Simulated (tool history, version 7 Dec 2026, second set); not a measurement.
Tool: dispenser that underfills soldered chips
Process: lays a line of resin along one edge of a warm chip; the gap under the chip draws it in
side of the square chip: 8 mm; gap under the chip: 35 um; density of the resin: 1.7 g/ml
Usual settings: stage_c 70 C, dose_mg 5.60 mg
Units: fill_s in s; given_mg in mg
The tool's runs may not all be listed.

run,day,stage_c,dose_mg,fill_s,given_mg
1,0.000,70,5.60,65.1,5.51
# day 0.183: new syringe of resin
2,0.467,70,5.60,56.5,5.52
# day 0.783: new syringe of resin
3,0.875,70,5.60,49.8,5.47
4,1.296,70,5.60,69.0,5.39
# day 1.396: new syringe of resin
5,1.808,70,5.60,64.5,5.40
# day 1.896: dispensing valve cleaned and set on the balance
# day 2.054: new syringe of resin
6,2.221,70,5.60,52.4,5.58
7,2.546,70,5.60,68.8,5.59
# day 2.662: new syringe of resin
8,3.221,84,5.60,41.0,5.52
# day 3.271: new syringe of resin
# day 3.912: new syringe of resin
9,3.938,84,5.60,27.4,5.41
10,4.383,70,7.15,65.8,6.95
# day 4.521: new syringe of resin
# day 4.704: dispensing valve cleaned and set on the balance
11,5.054,70,6.84,67.7,6.76
# day 5.175: new syringe of resin
12,5.708,70,6.84,69.2,6.77
# day 5.804: new syringe of resin
13,6.300,70,6.84,68.1,6.68
# day 6.412: new syringe of resin
14,6.933,70,6.84,69.9,6.60
# day 7.021: new syringe of resin
15,7.354,70,6.84,59.8,6.57
# day 7.492: dispensing valve cleaned and set on the balance
# day 7.696: new syringe of resin
16,7.779,70,5.60,52.4,5.63
# day 8.325: new syringe of resin
17,8.417,70,6.44,50.8,6.42
18,8.812,77,6.46,52.0,6.38
# day 8.967: new syringe of resin
19,9.417,70,5.35,67.8,5.23
# day 9.625: new syringe of resin
20,10.100,70,5.04,71.4,4.91
# day 10.242: new syringe of resin
# day 10.283: dispensing valve cleaned and set on the balance
21,10.462,57,6.66,97.9,6.62
22,10.746,57,6.66,119.6,6.58
# day 10.888: new syringe of resin
23,11.338,70,6.20,67.0,6.10
# day 11.538: new syringe of resin
24,11.871,70,6.20,62.7,6.06
# day 12.162: new syringe of resin
25,12.346,61,5.67,84.3,5.51
# day 12.792: new syringe of resin
26,12.929,60,5.84,85.1,5.62
# day 13.046: dispensing valve cleaned and set on the balance
27,13.342,60,5.84,112.0,5.83
# day 13.454: new syringe of resin
28,13.671,58,5.75,99.2,5.69
# day 14.104: new syringe of resin
29,14.262,58,5.75,94.6,5.60
# day 14.738: new syringe of resin
30,14.892,58,5.75,94.6,5.57
31,15.246,58,5.75,125.3,5.55
# day 15.354: new syringe of resin
# day 15.804: dispensing valve cleaned and set on the balance
32,15.838,64,5.51,91.2,5.44
# day 16.017: new syringe of resin
33,16.529,70,5.60,75.0,5.53
# day 16.654: new syringe of resin
34,17.121,55,5.60,142.6,5.52

Forecast each of these 3 alternatives for the next run:
# day 17.271: new syringe of resin
A,17.450,70,6.94,?,?
# day 17.271: new syringe of resin
B,17.450,55,6.71,?,?
# day 17.271: new syringe of resin
C,17.450,60,6.03,?,?

run,fill_s,given_mg
A,56.1,6.75
B,109.9,6.52
C,87.7,5.90
Without the tool's hidden state the same runs would have given:
run,fill_s,given_mg
A,42.7,6.92
B,82.5,6.68
C,66.0,6.04
